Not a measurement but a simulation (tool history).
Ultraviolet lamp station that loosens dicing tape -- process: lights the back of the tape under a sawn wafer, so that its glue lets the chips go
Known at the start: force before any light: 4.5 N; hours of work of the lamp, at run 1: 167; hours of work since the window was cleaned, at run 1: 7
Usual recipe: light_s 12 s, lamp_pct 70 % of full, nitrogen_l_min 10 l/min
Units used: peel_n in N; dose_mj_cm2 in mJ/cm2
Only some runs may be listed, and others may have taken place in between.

run	hour	light_s	lamp_pct	nitrogen_l_min	hours of work of the lamp	hours of work since the window was cleaned	peel_n	dose_mj_cm2
1	0.0	12	70	10	167	7	0.707	305
2	10.1	12	85	10	171	11	0.492	366
3	19.0	12	85	10	175	15	0.507	368
4	33.2	12	85	10	181	21	0.514	369
5	48.8	12	85	10	188	28	0.538	365
6	61.5	7	85	10	194	33	1.151	213
7	77.1	12	70	10	200	40	0.732	301
8	84.7	12	70	10	204	43	0.730	293
9	94.3	12	70	10	208	48	0.700	297
10	102.9	19	70	10	212	51	0.364	467
11	114.9	19	85	10	217	56	0.268	568
12	124.1	12	74	10	221	60	0.653	312
13	137.7	12	70	6	227	66	0.922	296
14	147.5	12	70	10	231	71	0.734	296
15	160.4	12	83	10	237	76	0.540	345
16	167.7	12	70	7	240	79	0.870	296
17	181.0	12	70	7	246	85	0.893	290
18	191.4	12	70	7	250	90	0.911	288
19	206.5	12	70	6	257	96	0.921	290
20	220.9	12	70	10	263	103	0.742	290
21	231.3	12	96	10	267	107	0.446	399
# hour 233.1: window cleaned of glue's vapour
22	244.1	12	97	10	273	5	0.480	385
23	255.2	21	80	7	278	10	0.324	565
24	265.3	12	70	9	282	14	0.805	278
25	278.4	19	70	9	288	20	0.384	444
26	294.1	19	70	9	294	27	0.397	437
27	303.9	16	70	4	299	31	0.825	372
28	315.0	16	62	4	304	36	1.003	329
# hour 316.2: window cleaned of glue's vapour, once more
29	325.6	12	68	10	308	4	0.789	284
30	333.4	12	79	19	311	7	0.464	319
31	340.6	10	72	10	314	11	0.977	244
32	352.6	10	72	10	320	16	0.954	243
33	365.5	10	72	10	325	21	0.977	246
34	380.6	12	70	15	332	28	0.629	288
35	392.4	10	83	5	337	33	1.090	275
36	405.1	15	70	5	342	39	0.762	353
37	418.0	15	70	5	348	44	0.796	352
38	425.9	12	68	12	352	48	0.759	273
39	433.6	14	70	14	355	51	0.535	322
40	445.2	14	70	5	360	56	0.857	326
41	458.6	14	70	5	366	62	0.847	325
42	472.0	10	70	10	372	68	1.002	232
43	482.2	7	62	19	376	72	1.539	144

3 options for the next run, each taken on its own from the tool as it stands now. Forecast them:
A	493.5	9	63	4	381	77	?	?
B	493.5	11	76	5	381	77	?	?
C	493.5	20	78	4	381	77	?	?

run	peel_n	dose_mj_cm2
A	1.868	187
B	1.109	274
C	0.479	508
What these runs would have given with no unlogged condition in the tool:
run	peel_n	dose_mj_cm2
A	1.598	221
B	0.883	323
C	0.369	600
